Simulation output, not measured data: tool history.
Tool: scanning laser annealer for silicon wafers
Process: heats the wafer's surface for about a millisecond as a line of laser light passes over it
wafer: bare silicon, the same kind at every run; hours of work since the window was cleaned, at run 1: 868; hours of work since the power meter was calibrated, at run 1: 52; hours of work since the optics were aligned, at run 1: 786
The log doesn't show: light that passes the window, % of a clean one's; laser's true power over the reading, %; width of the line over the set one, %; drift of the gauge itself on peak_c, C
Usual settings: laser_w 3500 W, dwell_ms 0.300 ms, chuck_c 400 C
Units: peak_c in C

run,hour,laser_w,dwell_ms,chuck_c,hours of work since the window was cleaned,hours of work since the power meter was calibrated,hours of work since the optics were aligned,peak_c
1,0.0,3500,0.300,400,868,52,786,1102
2,28.0,3500,0.300,400,882,67,801,1103
3,85.7,3500,0.300,400,912,97,831,1105
4,144.0,3500,0.300,405,943,127,861,1109
# hour 182.8: window over the wafer cleaned
5,203.8,3500,0.300,405,11,157,891,1123
6,230.8,3500,0.300,400,25,171,905,1118
7,280.2,3500,0.300,400,51,197,931,1113
8,324.1,3500,0.300,400,74,220,954,1115
9,358.3,3500,0.300,400,92,238,972,1111
10,397.1,3500,0.300,400,112,258,992,1113
11,441.8,3500,0.300,421,135,282,1016,1135
12,500.3,3500,0.300,421,166,312,1046,1133
13,546.2,3500,0.300,400,190,336,1070,1112
14,595.5,3500,0.300,400,215,362,1096,1114
15,647.6,3500,0.317,400,243,389,1123,1136
16,697.1,3500,0.317,400,268,415,1149,1134
17,742.6,3500,0.317,400,292,439,1173,1134
18,769.7,3500,0.317,400,306,453,1187,1131
19,800.9,3500,0.317,400,323,469,1203,1133
20,849.5,3500,0.317,400,348,494,1228,1130
21,875.8,3500,0.300,400,362,508,1242,1112
22,922.9,3500,0.275,400,386,533,1267,1077
23,981.2,3688,0.300,417,417,563,1297,1163
24,1039.8,3706,0.300,429,447,594,1328,1181
25,1096.7,3706,0.300,429,477,623,1357,1180
26,1153.9,3706,0.300,429,507,653,1387,1180
27,1193.8,3706,0.300,429,528,674,1408,1181
28,1223.2,3706,0.339,371,543,689,1423,1177
29,1257.7,3058,0.315,400,561,707,1441,1033
30,1310.7,2976,0.310,421,589,735,1469,1029
31,1343.0,3432,0.230,377,606,752,1486,970
32,1385.8,3432,0.230,377,628,774,1508,973
33,1425.7,3432,0.339,400,649,795,1529,1141
34,1471.5,3183,0.300,400,673,819,1553,1043
35,1530.1,3500,0.305,427,703,849,1584,1138
36,1555.0,3500,0.305,427,716,863,1597,1137
37,1605.8,3500,0.305,427,743,889,1623,1137
38,1656.4,3500,0.305,427,769,915,1650,1136
39,1704.4,3061,0.342,427,794,940,1675,1089
40,1734.6,3061,0.342,427,810,956,1690,1088
41,1774.4,3061,0.342,427,831,977,1711,1088
42,1824.2,3026,0.274,393,857,1003,1737,968

Forecast each of these 3 alternatives for the next run:
A,1863.8,2983,0.291,434,877,1024,1758,?
B,1863.8,3034,0.224,439,877,1024,1758,?
C,1863.8,3599,0.271,416,877,1024,1758,?

run,peak_c
A,1019
B,953
C,1099
Without the tool's hidden state the same runs would have given:
run,peak_c
A,1034
B,966
C,1117
